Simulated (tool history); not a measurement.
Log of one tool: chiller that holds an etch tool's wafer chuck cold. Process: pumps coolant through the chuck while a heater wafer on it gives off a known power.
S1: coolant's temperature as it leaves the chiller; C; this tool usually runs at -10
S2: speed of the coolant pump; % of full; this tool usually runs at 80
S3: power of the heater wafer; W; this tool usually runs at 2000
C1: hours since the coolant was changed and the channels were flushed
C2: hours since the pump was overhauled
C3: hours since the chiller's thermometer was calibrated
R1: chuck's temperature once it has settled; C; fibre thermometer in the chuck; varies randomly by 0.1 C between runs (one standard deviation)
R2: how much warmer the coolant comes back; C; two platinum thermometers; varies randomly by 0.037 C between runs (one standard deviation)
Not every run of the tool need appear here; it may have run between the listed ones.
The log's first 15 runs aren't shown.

run,hour,S1,S2,S3,C1,C2,C3,R1,R2
16,656.1,-10,80,2000,2893,1270,4129,12.4,7.49
17,693.3,-10,80,1695,2930,1307,4166,9.1,6.54
18,736.9,-2,80,2894,2974,1351,4210,30.7,10.88
19,788.1,-2,80,2894,3025,1402,4261,30.7,10.85
# hour 811: gauge calibrated
# hour 815.2: chiller's thermometer calibrated
20,817,-4,80,2000,3053,1430,2,18.5,7.28
21,850.2,-13,82,1689,3086,1463,35,5.7,5.99
22,876.4,-9,82,2909,3112,1489,61,23.5,10.38
23,923.5,-14,63,1186,3159,1536,108,1.1,5.48
24,963.5,-14,63,1186,3199,1576,148,1,5.56
25,1016.7,-14,63,1186,3252,1630,202,1,5.56
26,1077.1,-10,60,2947,3313,1690,262,28.4,14.39
27,1137,-10,60,2947,3373,1750,322,28.6,14.52
28,1166.1,-10,60,2947,3402,1779,351,28.7,14.52
29,1226.5,-9,63,2817,3462,1839,411,26.9,13.18
30,1263.1,-9,81,1694,3499,1876,448,10,6.32
31,1316.8,-19,80,1694,3552,1930,502,0.3,6.38

Each row is a separate what-if for the run after 31, all from the same tool condition, not one after another. Results?
A,1359.7,-5,70,1030,3595,1973,545,?,?
B,1359.7,-1,89,2833,3595,1973,545,?,?
C,1359.7,-12,80,2000,3595,1973,545,?,?
D,1359.7,-19,80,1934,3595,1973,545,?,?

run,R1,R2
A,7.4,4.59
B,29.3,9.54
C,10.4,7.55
D,2.7,7.33
Had the tool no hidden state, the same runs would have come out as:
run,R1,R2
A,7.4,4.36
B,29.3,9.3
C,10.4,7.32
D,2.7,7.1
